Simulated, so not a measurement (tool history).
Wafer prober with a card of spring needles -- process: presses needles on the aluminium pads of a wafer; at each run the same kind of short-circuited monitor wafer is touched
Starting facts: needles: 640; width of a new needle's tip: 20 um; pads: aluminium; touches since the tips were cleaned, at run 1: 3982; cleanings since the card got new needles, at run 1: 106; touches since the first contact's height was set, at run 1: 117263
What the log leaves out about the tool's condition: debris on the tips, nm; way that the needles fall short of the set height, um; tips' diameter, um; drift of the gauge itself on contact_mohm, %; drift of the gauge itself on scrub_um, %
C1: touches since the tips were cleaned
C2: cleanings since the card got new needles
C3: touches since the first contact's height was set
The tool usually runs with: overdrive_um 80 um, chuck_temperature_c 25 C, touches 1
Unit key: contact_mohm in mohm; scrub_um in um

Run 1, day 0: usual settings; C1 3982; C2 106; C3 117263. Result: contact_mohm 308 mohm, scrub_um 18.75 um.
At day 0.471: tips cleaned on abrasive film.
At day 1.6: tips cleaned on abrasive film.
At day 2.8: tips cleaned on abrasive film.
Run 2, day 2.9: usual settings but chuck_temperature_c 104 C; C1 555; C2 109; C3 133373. Result: contact_mohm 290 mohm, scrub_um 18.59 um.
At day 3.938: tips cleaned on abrasive film.
Run 3, day 4.871: usual settings but chuck_temperature_c 104 C; C1 5199; C2 110; C3 144329. Result: contact_mohm 332 mohm, scrub_um 18.68 um.
At day 5.154: tips cleaned on abrasive film.
At day 6.512: tips cleaned on abrasive film.
At day 7.708: tips cleaned on abrasive film.
Run 4, day 7.708: usual settings but chuck_temperature_c 104 C; C1 0; C2 113; C3 160099. Result: contact_mohm 278 mohm, scrub_um 18.58 um.
At day 9.083: tips cleaned on abrasive film.
At day 10.433: tips cleaned on abrasive film.
At day 11.567: tips cleaned on abrasive film.
Run 5, day 11.746: usual settings but chuck_temperature_c 104 C; C1 1003; C2 116; C3 182544. Result: contact_mohm 293 mohm, scrub_um 18.53 um.
At day 12.775: tips cleaned on abrasive film.
At day 14.025: tips cleaned on abrasive film.
Run 6, day 14.417: usual settings; C1 2192; C2 118; C3 197391. Result: contact_mohm 300 mohm, scrub_um 18.53 um.
At day 15.433: tips cleaned on abrasive film.
At day 16.658: tips cleaned on abrasive film.
Run 7, day 17.646: usual settings; C1 5511; C2 120; C3 215362. Result: contact_mohm 316 mohm, scrub_um 18.58 um.
At day 17.867: tips cleaned on abrasive film.
At day 19.104: tips cleaned on abrasive film.
At day 19.396: height of the first contact set anew.
At day 20.433: tips cleaned on abrasive film.
Run 8, day 21.521: usual settings; C1 6075; C2 123; C3 11836. Result: contact_mohm 321 mohm, scrub_um 19.05 um.
At day 21.758: tips cleaned on abrasive film.
At day 23.133: tips cleaned on abrasive film.
At day 24.458: tips cleaned on abrasive film.
Run 9, day 25.321: usual settings; C1 4812; C2 126; C3 32944. Result: contact_mohm 316 mohm, scrub_um 18.97 um.
At day 25.604: tips cleaned on abrasive film.
At day 26.792: tips cleaned on abrasive film.
At day 27.983: tips cleaned on abrasive film.
Run 10, day 28.629: usual settings; C1 3606; C2 129; C3 51342. Result: contact_mohm 307 mohm, scrub_um 18.77 um.
At day 29.192: tips cleaned on abrasive film.
At day 30.45: tips cleaned on abrasive film.
At day 31.771: tips cleaned on abrasive film.
Run 11, day 32.138: usual settings; C1 2032; C2 132; C3 70829. Result: contact_mohm 295 mohm, scrub_um 18.94 um.
At day 32.962: tips cleaned on abrasive film.
At day 34.325: tips cleaned on abrasive film.
At day 35.729: tips cleaned on abrasive film.
Run 12, day 35.792: usual settings but overdrive_um 95 um, chuck_temperature_c 42 C; C1 350; C2 135; C3 91140. Result: contact_mohm 265 mohm, scrub_um 22.53 um.
At day 36.996: tips cleaned on abrasive film.
At day 38.175: tips cleaned on abrasive film.
Run 13, day 38.783: usual settings but overdrive_um 95 um, chuck_temperature_c 42 C; C1 3407; C2 137; C3 107791. Result: contact_mohm 296 mohm, scrub_um 22.39 um.
At day 39.354: tips cleaned on abrasive film.
At day 40.592: tips cleaned on abrasive film.
At day 41.929: tips cleaned on abrasive film.
Run 14, day 42.096: usual settings but overdrive_um 95 um, chuck_temperature_c 42 C; C1 919; C2 140; C3 126179. Result: contact_mohm 274 mohm, scrub_um 22.15 um.
At day 43.338: tips cleaned on abrasive film.
Run 15, day 43.879: usual settings but overdrive_um 95 um, chuck_temperature_c 42 C; C1 3014; C2 141; C3 136110. Result: contact_mohm 292 mohm, scrub_um 22.15 um.
At day 44.554: tips cleaned on abrasive film.
At day 45.792: tips cleaned on abrasive film.
At day 47.067: tips cleaned on abrasive film.
Run 16, day 47.675: usual settings but overdrive_um 95 um, chuck_temperature_c 42 C; C1 3397; C2 144; C3 157223. Result: contact_mohm 294 mohm, scrub_um 22.3 um.
At day 48.45: tips cleaned on abrasive film.
At day 49.596: tips cleaned on abrasive film.
Run 17, day 49.596: usual settings but overdrive_um 95 um, chuck_temperature_c 42 C; C1 0; C2 146; C3 167885. Result: contact_mohm 261 mohm, scrub_um 22.03 um.
At day 50.812: tips cleaned on abrasive film.
Run 18, day 51.692: usual settings but overdrive_um 95 um, chuck_temperature_c 42 C; C1 4907; C2 147; C3 179545. Result: contact_mohm 300 mohm, scrub_um 22.09 um.
At day 51.979: tips cleaned on abrasive film.
At day 53.304: tips cleaned on abrasive film.
At day 54.492: tips cleaned on abrasive film.
Run 19, day 55.304: usual settings but overdrive_um 81 um, chuck_temperature_c 44 C; C1 4543; C2 150; C3 199633. Result: contact_mohm 323 mohm, scrub_um 18.79 um.
At day 55.8: tips cleaned on abrasive film.
At day 57.212: tips cleaned on abrasive film.
Run 20, day 57.5: usual settings but overdrive_um 81 um, chuck_temperature_c 44 C; C1 1609; C2 152; C3 211819. Result: contact_mohm 288 mohm, scrub_um 18.74 um.
At day 58.6: tips cleaned on abrasive film.
At day 59.892: tips cleaned on abrasive film.
At day 59.904: height of the first contact set anew.
Run 21, day 60.208: usual settings but overdrive_um 81 um, chuck_temperature_c 44 C; C1 1699; C2 154; C3 1699. Result: contact_mohm 292 mohm, scrub_um 19.29 um.
At day 61.212: tips cleaned on abrasive film.
Run 22, day 62.229: usual settings but overdrive_um 81 um, chuck_temperature_c 44 C; C1 5676; C2 155; C3 12947. Result: contact_mohm 329 mohm, scrub_um 19.1 um.

Consider 5 possible next runs. They are alternatives, not a sequence: every one starts from the tool as it was left by run 22. What does each give?
At day 62.408: tips cleaned on abrasive film.
At day 63.754: tips cleaned on abrasive film.
At day 65.012: tips cleaned on abrasive film.
Run A, day 65.579: usual settings but overdrive_um 67 um, chuck_temperature_c 37 C, touches 3; C1 3167; C2 158; C3 31571. Result: contact_mohm ?, scrub_um ?.
At day 62.408: tips cleaned on abrasive film.
At day 63.754: tips cleaned on abrasive film.
At day 65.012: tips cleaned on abrasive film.
Run B, day 65.579: usual settings but overdrive_um 64 um, chuck_temperature_c 47 C, touches 2; C1 3167; C2 158; C3 31571. Result: contact_mohm ?, scrub_um ?.
At day 62.408: tips cleaned on abrasive film.
At day 63.754: tips cleaned on abrasive film.
At day 65.012: tips cleaned on abrasive film.
Run C, day 65.579: usual settings but overdrive_um 65 um, chuck_temperature_c 94 C; C1 3167; C2 158; C3 31571. Result: contact_mohm ?, scrub_um ?.
At day 62.408: tips cleaned on abrasive film.
At day 63.754: tips cleaned on abrasive film.
At day 65.012: tips cleaned on abrasive film.
Run D, day 65.579: usual settings but overdrive_um 81 um; C1 3167; C2 158; C3 31571. Result: contact_mohm ?, scrub_um ?.
At day 62.408: tips cleaned on abrasive film.
At day 63.754: tips cleaned on abrasive film.
At day 65.012: tips cleaned on abrasive film.
Run E, day 65.579: usual settings but overdrive_um 75 um, chuck_temperature_c 88 C; C1 3167; C2 158; C3 31571. Result: contact_mohm ?, scrub_um ?.

run  contact_mohm  scrub_um
  A           292      15.9
  B           309     15.14
  C           348     15.63
  D           306     19.23
  E           330     17.72
Without the tool's unlogged condition, the same runs would have read:
run  contact_mohm  scrub_um
  A           262     15.99
  B           259     15.22
  C           274     15.72
  D           252     19.31
  E           272     17.81

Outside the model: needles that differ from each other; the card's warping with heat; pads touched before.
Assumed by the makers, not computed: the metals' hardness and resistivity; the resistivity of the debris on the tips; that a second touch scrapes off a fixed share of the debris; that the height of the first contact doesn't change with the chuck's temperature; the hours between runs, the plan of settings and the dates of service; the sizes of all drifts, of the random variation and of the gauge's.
